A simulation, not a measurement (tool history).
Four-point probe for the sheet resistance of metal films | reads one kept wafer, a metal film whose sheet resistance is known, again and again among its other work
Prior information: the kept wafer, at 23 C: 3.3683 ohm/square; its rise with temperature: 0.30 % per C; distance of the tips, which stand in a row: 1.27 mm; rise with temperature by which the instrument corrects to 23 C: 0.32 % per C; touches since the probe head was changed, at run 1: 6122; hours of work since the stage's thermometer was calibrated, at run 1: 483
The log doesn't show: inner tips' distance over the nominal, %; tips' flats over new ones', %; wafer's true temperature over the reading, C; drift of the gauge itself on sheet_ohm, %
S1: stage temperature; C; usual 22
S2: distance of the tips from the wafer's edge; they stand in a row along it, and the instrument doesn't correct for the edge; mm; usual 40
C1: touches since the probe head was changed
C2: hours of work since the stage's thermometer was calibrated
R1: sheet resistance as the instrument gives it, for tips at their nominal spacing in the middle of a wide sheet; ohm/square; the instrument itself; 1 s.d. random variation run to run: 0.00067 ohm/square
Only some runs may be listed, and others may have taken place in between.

{"run": 1, "hour": 0.0, "S1": 22, "S2": 40, "C1": 6122, "C2": 483, "R1": 3.340334}
{"run": 2, "hour": 14.0, "S1": 22, "S2": 40, "C1": 6652, "C2": 489, "R1": 3.340489}
{"run": 3, "hour": 34.5, "S1": 22, "S2": 40, "C1": 7430, "C2": 498, "R1": 3.33924}
{"run": 4, "hour": 58.6, "S1": 22, "S2": 40, "C1": 8342, "C2": 508, "R1": 3.340567}
{"run": 5, "hour": 90.4, "S1": 21, "S2": 40, "C1": 9549, "C2": 523, "R1": 3.340249}
{"run": 6, "hour": 108.2, "S1": 21, "S2": 15, "C1": 10222, "C2": 530, "R1": 3.350973}
{"run": 7, "hour": 137.3, "S1": 21, "S2": 15, "C1": 11325, "C2": 543, "R1": 3.35035}
{"run": 8, "hour": 161.1, "S1": 21, "S2": 15, "C1": 12229, "C2": 554, "R1": 3.350048}
{"run": 9, "hour": 187.0, "S1": 22, "S2": 40, "C1": 13211, "C2": 565, "R1": 3.339149}
{"run": 10, "hour": 217.7, "S1": 22, "S2": 40, "C1": 14373, "C2": 579, "R1": 3.337608}
{"run": 11, "hour": 239.5, "S1": 22, "S2": 40, "C1": 15200, "C2": 588, "R1": 3.338134}
{"run": 12, "hour": 268.6, "S1": 22, "S2": 40, "C1": 16305, "C2": 601, "R1": 3.337557}
{"run": 13, "hour": 292.3, "S1": 22, "S2": 40, "C1": 17201, "C2": 612, "R1": 3.336705}
{"run": 14, "hour": 314.2, "S1": 22, "S2": 40, "C1": 18032, "C2": 621, "R1": 3.336215}
{"run": 15, "hour": 329.4, "S1": 22, "S2": 40, "C1": 18608, "C2": 628, "R1": 3.336343}
{"run": 16, "hour": 348.1, "S1": 22, "S2": 40, "C1": 19318, "C2": 636, "R1": 3.335668}
{"run": 17, "hour": 368.5, "S1": 25, "S2": 40, "C1": 20092, "C2": 645, "R1": 3.33386}
{"run": 18, "hour": 388.7, "S1": 32, "S2": 40, "C1": 20855, "C2": 654, "R1": 3.330498}
{"run": 19, "hour": 408.2, "S1": 32, "S2": 40, "C1": 21596, "C2": 663, "R1": 3.327789}
{"run": 20, "hour": 430.7, "S1": 32, "S2": 40, "C1": 22450, "C2": 673, "R1": 3.328357}
{"run": 21, "hour": 464.4, "S1": 32, "S2": 40, "C1": 23724, "C2": 688, "R1": 3.329219}
{"run": 22, "hour": 489.8, "S1": 32, "S2": 40, "C1": 24690, "C2": 699, "R1": 3.327781}
{"run": 23, "hour": 520.7, "S1": 21, "S2": 18, "C1": 25860, "C2": 713, "R1": 3.341763}
{"run": 24, "hour": 547.3, "S1": 22, "S2": 4, "C1": 26867, "C2": 724, "R1": 3.504817}
{"run": 25, "hour": 576.7, "S1": 22, "S2": 4, "C1": 27982, "C2": 737, "R1": 3.503758}
{"run": 26, "hour": 590.6, "S1": 22, "S2": 4, "C1": 28510, "C2": 744, "R1": 3.502658}
{"run": 27, "hour": 623.4, "S1": 27, "S2": 36, "C1": 29754, "C2": 758, "R1": 3.328711}
{"run": 28, "hour": 640.1, "S1": 28, "S2": 44, "C1": 30384, "C2": 765, "R1": 3.328464}
{"run": 29, "hour": 668.6, "S1": 28, "S2": 44, "C1": 31466, "C2": 778, "R1": 3.328273}
{"run": 30, "hour": 686.4, "S1": 19, "S2": 36, "C1": 32141, "C2": 786, "R1": 3.335397}
{"run": 31, "hour": 717.7, "S1": 19, "S2": 36, "C1": 33328, "C2": 800, "R1": 3.335758}
{"run": 32, "hour": 749.2, "S1": 19, "S2": 36, "C1": 34522, "C2": 814, "R1": 3.336352}
{"run": 33, "hour": 774.3, "S1": 19, "S2": 36, "C1": 35473, "C2": 825, "R1": 3.335604}
{"run": 34, "hour": 798.9, "S1": 19, "S2": 36, "C1": 36407, "C2": 836, "R1": 3.333931}
{"run": 35, "hour": 821.8, "S1": 19, "S2": 36, "C1": 37274, "C2": 846, "R1": 3.334683}
{"run": 36, "hour": 841.7, "S1": 32, "S2": 26, "C1": 38026, "C2": 855, "R1": 3.326589}
{"run": 37, "hour": 864.3, "S1": 32, "S2": 26, "C1": 38885, "C2": 865, "R1": 3.32658}
{"run": 38, "hour": 888.5, "S1": 24, "S2": 7, "C1": 39801, "C2": 875, "R1": 3.385846}

What does the tool deliver on the next run?
{"run": 39, "hour": 922.3, "S1": 24, "S2": 7, "C1": 41083, "C2": 890, "R1": "?"}

{"run 39": {"R1": 3.383667}}
Without the tool's hidden state the same run would have given R1 3.424979 ohm/square.
